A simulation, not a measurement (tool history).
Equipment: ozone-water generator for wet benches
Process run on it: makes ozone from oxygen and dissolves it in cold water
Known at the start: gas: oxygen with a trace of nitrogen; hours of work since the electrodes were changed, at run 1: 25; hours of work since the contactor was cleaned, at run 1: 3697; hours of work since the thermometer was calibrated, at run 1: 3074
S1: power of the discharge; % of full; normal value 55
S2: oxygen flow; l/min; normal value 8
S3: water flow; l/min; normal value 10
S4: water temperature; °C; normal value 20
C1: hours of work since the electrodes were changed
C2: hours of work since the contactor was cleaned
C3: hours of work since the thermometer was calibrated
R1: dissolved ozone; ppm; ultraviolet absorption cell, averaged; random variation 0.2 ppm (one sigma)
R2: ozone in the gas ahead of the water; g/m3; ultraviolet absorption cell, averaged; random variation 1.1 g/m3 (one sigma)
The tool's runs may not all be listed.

{"run": 1, "day": 0.0, "S1": 55, "S2": 8, "S3": 10, "S4": 20, "C1": 25, "C2": 3697, "C3": 3074, "R1": 29.4, "R2": 189.1}
{"run": 2, "day": 1.142, "S1": 55, "S2": 8, "S3": 10, "S4": 20, "C1": 44, "C2": 3717, "C3": 3094, "R1": 29.8, "R2": 188.8}
{"run": 3, "day": 2.025, "S1": 55, "S2": 8, "S3": 10, "S4": 20, "C1": 59, "C2": 3732, "C3": 3109, "R1": 29.3, "R2": 188.7}
{"run": 4, "day": 2.788, "S1": 55, "S2": 8, "S3": 10, "S4": 20, "C1": 72, "C2": 3745, "C3": 3122, "R1": 29.5, "R2": 189.0}
{"run": 5, "day": 3.721, "S1": 55, "S2": 8, "S3": 10, "S4": 20, "C1": 88, "C2": 3760, "C3": 3137, "R1": 29.8, "R2": 188.3}
{"run": 6, "day": 4.538, "S1": 55, "S2": 8, "S3": 10, "S4": 20, "C1": 102, "C2": 3774, "C3": 3151, "R1": 29.7, "R2": 188.9}

Run 7 has not been measured yet. What should we expect?
{"run": 7, "day": 5.521, "S1": 55, "S2": 8, "S3": 15, "S4": 24, "C1": 118, "C2": 3791, "C3": 3168, "R1": "?", "R2": "?"}

Logged for run 7: R1 20.1 ppm, R2 188.7 g/m3.
On a tool with no hidden condition, and with the same random variation, this run would have come out at R1 20.1 ppm, R2 188.7 g/m3.

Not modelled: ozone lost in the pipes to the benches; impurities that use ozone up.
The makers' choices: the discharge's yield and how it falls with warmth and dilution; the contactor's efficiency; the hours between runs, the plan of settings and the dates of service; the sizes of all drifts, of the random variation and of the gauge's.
